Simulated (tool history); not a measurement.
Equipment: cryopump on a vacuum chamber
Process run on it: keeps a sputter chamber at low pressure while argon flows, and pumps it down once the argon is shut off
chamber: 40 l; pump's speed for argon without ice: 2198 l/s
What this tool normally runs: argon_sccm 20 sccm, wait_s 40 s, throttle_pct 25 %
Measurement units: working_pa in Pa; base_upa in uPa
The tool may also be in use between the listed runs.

| run | hour | argon_sccm | wait_s | throttle_pct | working_pa | base_upa |
|---|---|---|---|---|---|---|
| 1 | 0 | 20 | 40 | 25 | 0.0644 | 1.04 |
| 2 | 68.4 | 20 | 40 | 25 | 0.0647 | 1.12 |
| 3 | 109.5 | 20 | 40 | 25 | 0.0652 | 1.07 |
| 4 | 173.9 | 20 | 40 | 25 | 0.0655 | 1.08 |
| 5 | 224 | 10 | 40 | 25 | 0.0327 | 1.11 |
| 6 | 267.1 | 10 | 40 | 25 | 0.0325 | 1.07 |
| 7 | 356.3 | 20 | 40 | 25 | 0.0662 | 1.11 |
|  | 413.4 | pump warmed up, emptied and cooled again |
| 8 | 439 | 20 | 110 | 25 | 0.0625 | 0.5 |
| 9 | 516.4 | 20 | 110 | 25 | 0.0618 | 0.56 |
| 10 | 583.4 | 20 | 110 | 25 | 0.0619 | 0.55 |
| 11 | 621.1 | 20 | 110 | 25 | 0.0621 | 0.59 |
| 12 | 686.9 | 20 | 114 | 25 | 0.061 | 0.55 |
| 13 | 766.8 | 20 | 40 | 25 | 0.0629 | 1.15 |
| 14 | 822 | 20 | 27 | 25 | 0.0621 | 1.51 |
| 15 | 878 | 13 | 40 | 25 | 0.0416 | 1.16 |
| 16 | 934 | 20 | 40 | 25 | 0.0626 | 1.11 |
| 17 | 997.6 | 20 | 40 | 25 | 0.0626 | 1.19 |
| 18 | 1087.4 | 20 | 40 | 25 | 0.0632 | 1.16 |
| 19 | 1137.7 | 16 | 36 | 18 | 0.0702 | 1.28 |
| 20 | 1193.5 | 10 | 280 | 37 | 0.021 | 0.46 |
| 21 | 1243.1 | 20 | 103 | 25 | 0.0641 | 0.71 |
| 22 | 1306.7 | 20 | 214 | 25 | 0.0636 | 0.55 |
| 23 | 1390.3 | 20 | 214 | 25 | 0.0638 | 0.55 |
| 24 | 1469 | 20 | 214 | 36 | 0.0456 | 0.57 |
| 25 | 1536.1 | 20 | 214 | 36 | 0.0446 | 0.55 |
| 26 | 1606.1 | 21 | 167 | 36 | 0.0474 | 0.62 |
| 27 | 1659.2 | 21 | 167 | 36 | 0.0481 | 0.62 |
| 28 | 1743.3 | 20 | 61 | 25 | 0.0644 | 0.98 |
| 29 | 1805.6 | 16 | 40 | 22 | 0.0588 | 1.28 |
| 30 | 1857.9 | 8 | 60 | 35 | 0.019 | 1.03 |
| 31 | 1931.9 | 8 | 56 | 35 | 0.0185 | 1.09 |
| 32 | 2018.1 | 12 | 22 | 29 | 0.0348 | 2.02 |
| 33 | 2066 | 12 | 22 | 29 | 0.0345 | 2.09 |
| 34 | 2142.7 | 12 | 22 | 29 | 0.0336 | 2.09 |

Pick out some run-to-run changes in working_pa. Of each, how much would a tool without hidden state show as well, from the settings, what came in and chance, and how much is left for the hidden state and any gauge scatter not in both results compared?
The tool's hidden condition here consists of: pump's speed, % of a pump's without ice; cold plate's temperature, K; leak into the chamber, uPa l/s; drift of the gauge itself on working_pa, %; drift of the gauge itself on base_upa, %.
Run 4 -> 5: argon_sccm 20 -> 10. working_pa -0.0328 Pa: hidden state -0.0017, all else -0.0311.
Run 6 -> 7: argon_sccm 10 -> 20. working_pa +0.0337 Pa: hidden state +0.0023, all else +0.0314.
Run 7 -> 8: wait_s 40 -> 110, pump warmed up, emptied and cooled again. working_pa -0.0037 Pa: hidden state -0.0039, all else +0.0002.
Run 19 -> 20: argon_sccm 16 -> 10, wait_s 36 -> 280, throttle_pct 18 -> 37. working_pa -0.0492 Pa: hidden state -0.0005, all else -0.0487.
Run 20 -> 21: argon_sccm 10 -> 20, wait_s 280 -> 103, throttle_pct 37 -> 25. working_pa +0.0431 Pa: hidden state +0.0011, all else +0.042.
Run 29 -> 30: argon_sccm 16 -> 8, wait_s 40 -> 60, throttle_pct 22 -> 35. working_pa -0.0398 Pa: hidden state -0.0014, all else -0.0384.
